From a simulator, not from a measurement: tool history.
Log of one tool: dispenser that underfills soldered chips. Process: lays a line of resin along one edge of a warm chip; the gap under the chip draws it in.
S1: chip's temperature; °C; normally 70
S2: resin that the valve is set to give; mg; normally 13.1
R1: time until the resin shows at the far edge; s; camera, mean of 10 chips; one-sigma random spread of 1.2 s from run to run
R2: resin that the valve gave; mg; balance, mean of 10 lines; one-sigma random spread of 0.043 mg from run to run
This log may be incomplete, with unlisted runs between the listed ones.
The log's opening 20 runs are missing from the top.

| run | hour | S1 | S2 | R1 | R2 |
|---|---|---|---|---|---|
| 21 | 77.6 | 67 | 16.6 | 165.4 | 15.80 |
| 22 | 80.6 | 67 | 16.6 | 181.2 | 15.69 |
|  | 85.1 | new syringe of resin |
| 23 | 86.4 | 67 | 16.6 | 136.3 | 15.75 |
| 24 | 91.5 | 67 | 16.6 | 164.4 | 15.69 |
| 25 | 95.4 | 67 | 11.1 | 203.8 | 10.37 |
|  | 98.7 | new syringe of resin |
| 26 | 100.4 | 67 | 11.1 | 151.2 | 10.46 |
| 27 | 105.3 | 59 | 13.1 | 264.0 | 12.35 |
| 28 | 109.0 | 59 | 13.1 | 311.8 | 12.16 |
| 29 | 111.8 | 59 | 13.1 | 334.6 | 12.22 |
|  | 112.5 | new syringe of resin |
|  | 114.3 | dispensing valve cleaned and set on the balance |
| 30 | 117.5 | 66 | 12.7 | 161.2 | 12.79 |
| 31 | 121.9 | 66 | 12.7 | 188.5 | 12.63 |
| 32 | 125.4 | 66 | 12.7 | 211.5 | 12.67 |
|  | 127.2 | new syringe of resin |
| 33 | 129.5 | 84 | 13.2 | 59.6 | 13.05 |
| 34 | 132.0 | 84 | 13.2 | 65.7 | 13.12 |

3 ways to go on from here, each from the tool as it stands after run 34. What would each give?
| A | 136.4 | 66 | 16.3 | ? | ? |
| B | 136.4 | 84 | 15.9 | ? | ? |
| C | 136.4 | 70 | 16.1 | ? | ? |

| run | R1 | R2 |
|---|---|---|
| A | 192.0 | 16.27 |
| B | 74.8 | 15.74 |
| C | 155.6 | 15.97 |
With the hidden condition removed and each run's random variation left untouched, the same runs would have given:
| run | R1 | R2 |
|---|---|---|
| A | 147.1 | 16.39 |
| B | 56.9 | 15.86 |
| C | 119.0 | 16.09 |
